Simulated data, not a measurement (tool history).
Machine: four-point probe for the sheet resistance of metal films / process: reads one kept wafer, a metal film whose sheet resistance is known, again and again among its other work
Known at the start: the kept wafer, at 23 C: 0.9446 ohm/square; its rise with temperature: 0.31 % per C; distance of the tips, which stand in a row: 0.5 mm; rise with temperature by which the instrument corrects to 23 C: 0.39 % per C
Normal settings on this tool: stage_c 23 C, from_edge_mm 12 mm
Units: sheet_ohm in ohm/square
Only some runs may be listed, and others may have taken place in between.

{"run": 1, "hour": 0.0, "stage_c": 23, "from_edge_mm": 12, "sheet_ohm": 0.947543}
{"run": 2, "hour": 35.7, "stage_c": 23, "from_edge_mm": 12, "sheet_ohm": 0.947728}
{"run": 3, "hour": 70.1, "stage_c": 27, "from_edge_mm": 12, "sheet_ohm": 0.944583}
{"run": 4, "hour": 88.1, "stage_c": 27, "from_edge_mm": 12, "sheet_ohm": 0.944816}
{"run": 5, "hour": 116.8, "stage_c": 22, "from_edge_mm": 12, "sheet_ohm": 0.948117}
{"run": 6, "hour": 150.4, "stage_c": 22, "from_edge_mm": 12, "sheet_ohm": 0.948728}
{"run": 7, "hour": 190.6, "stage_c": 22, "from_edge_mm": 12, "sheet_ohm": 0.948667}
{"run": 8, "hour": 219.9, "stage_c": 18, "from_edge_mm": 12, "sheet_ohm": 0.9516}
{"run": 9, "hour": 255.2, "stage_c": 18, "from_edge_mm": 12, "sheet_ohm": 0.951936}
{"run": 10, "hour": 279.4, "stage_c": 18, "from_edge_mm": 12, "sheet_ohm": 0.952037}
{"run": 11, "hour": 316.1, "stage_c": 18, "from_edge_mm": 12, "sheet_ohm": 0.951855}
{"run": 12, "hour": 336.1, "stage_c": 18, "from_edge_mm": 12, "sheet_ohm": 0.951583}
{"run": 13, "hour": 366.0, "stage_c": 23, "from_edge_mm": 44, "sheet_ohm": 0.947228}
{"run": 14, "hour": 407.2, "stage_c": 23, "from_edge_mm": 44, "sheet_ohm": 0.947002}
{"run": 15, "hour": 444.8, "stage_c": 23, "from_edge_mm": 44, "sheet_ohm": 0.947549}
{"run": 16, "hour": 472.8, "stage_c": 23, "from_edge_mm": 44, "sheet_ohm": 0.947464}
{"run": 17, "hour": 498.7, "stage_c": 23, "from_edge_mm": 44, "sheet_ohm": 0.947572}
{"run": 18, "hour": 524.1, "stage_c": 23, "from_edge_mm": 4, "sheet_ohm": 0.955256}
{"run": 19, "hour": 554.8, "stage_c": 23, "from_edge_mm": 4, "sheet_ohm": 0.95555}
{"run": 20, "hour": 572.5, "stage_c": 23, "from_edge_mm": 4, "sheet_ohm": 0.955003}
{"run": 21, "hour": 589.8, "stage_c": 29, "from_edge_mm": 4, "sheet_ohm": 0.950825}
{"run": 22, "hour": 617.0, "stage_c": 19, "from_edge_mm": 12, "sheet_ohm": 0.951187}
{"run": 23, "hour": 638.0, "stage_c": 19, "from_edge_mm": 12, "sheet_ohm": 0.951385}
{"run": 24, "hour": 670.0, "stage_c": 24, "from_edge_mm": 58, "sheet_ohm": 0.946903}
{"run": 25, "hour": 699.7, "stage_c": 22, "from_edge_mm": 17, "sheet_ohm": 0.948826}
{"run": 26, "hour": 720.0, "stage_c": 32, "from_edge_mm": 8, "sheet_ohm": 0.942854}
{"run": 27, "hour": 744.0, "stage_c": 32, "from_edge_mm": 8, "sheet_ohm": 0.942837}
{"run": 28, "hour": 778.5, "stage_c": 22, "from_edge_mm": 14, "sheet_ohm": 0.949004}
{"run": 29, "hour": 801.1, "stage_c": 24, "from_edge_mm": 55, "sheet_ohm": 0.947132}
{"run": 30, "hour": 839.0, "stage_c": 33, "from_edge_mm": 13, "sheet_ohm": 0.941002}
{"run": 31, "hour": 866.6, "stage_c": 28, "from_edge_mm": 32, "sheet_ohm": 0.944362}
{"run": 32, "hour": 889.1, "stage_c": 28, "from_edge_mm": 24, "sheet_ohm": 0.943336}
{"run": 33, "hour": 925.6, "stage_c": 31, "from_edge_mm": 6, "sheet_ohm": 0.945116}
{"run": 34, "hour": 945.4, "stage_c": 27, "from_edge_mm": 26, "sheet_ohm": 0.944263}
{"run": 35, "hour": 985.0, "stage_c": 26, "from_edge_mm": 9, "sheet_ohm": 0.946684}
{"run": 36, "hour": 1014.8, "stage_c": 26, "from_edge_mm": 53, "sheet_ohm": 0.944943}
{"run": 37, "hour": 1041.8, "stage_c": 26, "from_edge_mm": 11, "sheet_ohm": 0.94623}
{"run": 38, "hour": 1059.6, "stage_c": 26, "from_edge_mm": 11, "sheet_ohm": 0.946449}
{"run": 39, "hour": 1077.6, "stage_c": 22, "from_edge_mm": 34, "sheet_ohm": 0.94829}
{"run": 40, "hour": 1106.6, "stage_c": 28, "from_edge_mm": 73, "sheet_ohm": 0.943811}
{"run": 41, "hour": 1146.6, "stage_c": 23, "from_edge_mm": 32, "sheet_ohm": 0.947573}
{"run": 42, "hour": 1186.2, "stage_c": 33, "from_edge_mm": 5, "sheet_ohm": 0.944918}
{"run": 43, "hour": 1220.7, "stage_c": 33, "from_edge_mm": 5, "sheet_ohm": 0.945359}
{"run": 44, "hour": 1240.9, "stage_c": 18, "from_edge_mm": 45, "sheet_ohm": 0.951244}
{"run": 45, "hour": 1273.8, "stage_c": 23, "from_edge_mm": 11, "sheet_ohm": 0.949109}

Between the runs listed above, the log contained 2 entries, not reproduced here. Where in the sequence does each belong, and how does what the log doesn't record of the tool's condition differ from the listed run before to the listed run after?
Runs 23 to 24: stage's thermometer calibrated (hour 640.5)
  inner tips' distance over the nominal, %: 0.227 -> 0.229; wafer's true temperature over the reading, C: 0.14 -> 0.22
  measured result minus the result with no hidden state, sheet_ohm: +0.002734 -> +0.002978 ohm/square
Runs 31 to 32: stage's thermometer calibrated, once more (hour 884.6)
  inner tips' distance over the nominal, %: 0.24 -> 0.241; wafer's true temperature over the reading, C: 0.24 -> 0.08
  measured result minus the result with no hidden state, sheet_ohm: +0.003136 -> +0.002669 ohm/square
